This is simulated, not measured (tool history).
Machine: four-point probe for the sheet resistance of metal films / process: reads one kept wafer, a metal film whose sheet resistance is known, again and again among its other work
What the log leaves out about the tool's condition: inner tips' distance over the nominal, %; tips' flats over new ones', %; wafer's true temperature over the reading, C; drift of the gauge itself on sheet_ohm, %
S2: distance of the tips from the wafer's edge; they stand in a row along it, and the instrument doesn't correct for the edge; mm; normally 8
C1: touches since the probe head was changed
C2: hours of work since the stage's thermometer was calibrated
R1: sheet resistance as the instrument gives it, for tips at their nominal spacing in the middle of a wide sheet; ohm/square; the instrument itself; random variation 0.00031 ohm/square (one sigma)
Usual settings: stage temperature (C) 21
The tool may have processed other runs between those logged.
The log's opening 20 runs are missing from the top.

{"run": 21, "hour": 1677.6, "stage temperature (C)": 21, "S2": 24, "C1": 94211, "C2": 1573, "R1": 1.553547}
{"run": 22, "hour": 1724.9, "stage temperature (C)": 21, "S2": 8, "C1": 95996, "C2": 1600, "R1": 1.556567}
{"run": 23, "hour": 1777.7, "stage temperature (C)": 25, "S2": 15, "C1": 97991, "C2": 1629, "R1": 1.555616}
{"run": 24, "hour": 1856.6, "stage temperature (C)": 27, "S2": 3, "C1": 100969, "C2": 1674, "R1": 1.578447}
{"run": 25, "hour": 1901.7, "stage temperature (C)": 33, "S2": 32, "C1": 102675, "C2": 1699, "R1": 1.55743}
{"hour": 1951.0, "done": "stage's thermometer calibrated"}
{"run": 26, "hour": 1977.0, "stage temperature (C)": 33, "S2": 32, "C1": 105499, "C2": 15, "R1": 1.557804}
{"run": 27, "hour": 2082.3, "stage temperature (C)": 27, "S2": 5, "C1": 109472, "C2": 74, "R1": 1.56295}
{"run": 28, "hour": 2192.8, "stage temperature (C)": 27, "S2": 5, "C1": 113645, "C2": 136, "R1": 1.563198}
{"run": 29, "hour": 2283.3, "stage temperature (C)": 26, "S2": 7, "C1": 117062, "C2": 187, "R1": 1.5594}
{"run": 30, "hour": 2391.2, "stage temperature (C)": 24, "S2": 48, "C1": 121136, "C2": 248, "R1": 1.554721}
{"run": 31, "hour": 2444.6, "stage temperature (C)": 24, "S2": 48, "C1": 123154, "C2": 278, "R1": 1.554589}
{"run": 32, "hour": 2505.4, "stage temperature (C)": 29, "S2": 4, "C1": 125450, "C2": 312, "R1": 1.569133}
{"hour": 2529.3, "done": "new probe head fitted"}
{"run": 33, "hour": 2575.8, "stage temperature (C)": 19, "S2": 25, "C1": 1754, "C2": 351, "R1": 1.55292}
{"run": 34, "hour": 2635.2, "stage temperature (C)": 24, "S2": 60, "C1": 3998, "C2": 385, "R1": 1.554906}
{"run": 35, "hour": 2715.3, "stage temperature (C)": 27, "S2": 20, "C1": 7022, "C2": 430, "R1": 1.555206}
{"run": 36, "hour": 2803.7, "stage temperature (C)": 27, "S2": 20, "C1": 10358, "C2": 480, "R1": 1.555623}
{"run": 37, "hour": 2863.8, "stage temperature (C)": 27, "S2": 20, "C1": 12628, "C2": 514, "R1": 1.555655}
{"run": 38, "hour": 2915.5, "stage temperature (C)": 27, "S2": 21, "C1": 14580, "C2": 543, "R1": 1.555726}
{"run": 39, "hour": 2987.2, "stage temperature (C)": 23, "S2": 38, "C1": 17290, "C2": 583, "R1": 1.554627}
{"run": 40, "hour": 3094.9, "stage temperature (C)": 34, "S2": 11, "C1": 21356, "C2": 644, "R1": 1.558872}
{"run": 41, "hour": 3190.7, "stage temperature (C)": 23, "S2": 8, "C1": 24972, "C2": 698, "R1": 1.557008}
{"run": 42, "hour": 3297.6, "stage temperature (C)": 23, "S2": 8, "C1": 29008, "C2": 758, "R1": 1.556893}
{"run": 43, "hour": 3344.3, "stage temperature (C)": 29, "S2": 11, "C1": 30769, "C2": 784, "R1": 1.557356}
{"run": 44, "hour": 3391.0, "stage temperature (C)": 26, "S2": 11, "C1": 32534, "C2": 811, "R1": 1.556063}

Consider 4 possible next runs. They are alternatives, not a sequence: every one starts from the tool as it was left by run 44. What does each give?
{"run": "A", "hour": 3457.9, "stage temperature (C)": 23, "S2": 11, "C1": 35061, "C2": 848, "R1": "?"}
{"run": "B", "hour": 3457.9, "stage temperature (C)": 26, "S2": 4, "C1": 35061, "C2": 848, "R1": "?"}
{"run": "C", "hour": 3457.9, "stage temperature (C)": 24, "S2": 7, "C1": 35061, "C2": 848, "R1": "?"}
{"run": "D", "hour": 3457.9, "stage temperature (C)": 18, "S2": 8, "C1": 35061, "C2": 848, "R1": "?"}

run=A R1=1.556639
run=B R1=1.567997
run=C R1=1.558822
run=D R1=1.555792
Stripped of hidden state, with their random variation kept, the same runs would have yielded:
run=A R1=1.556679
run=B R1=1.568037
run=C R1=1.558862
run=D R1=1.555832
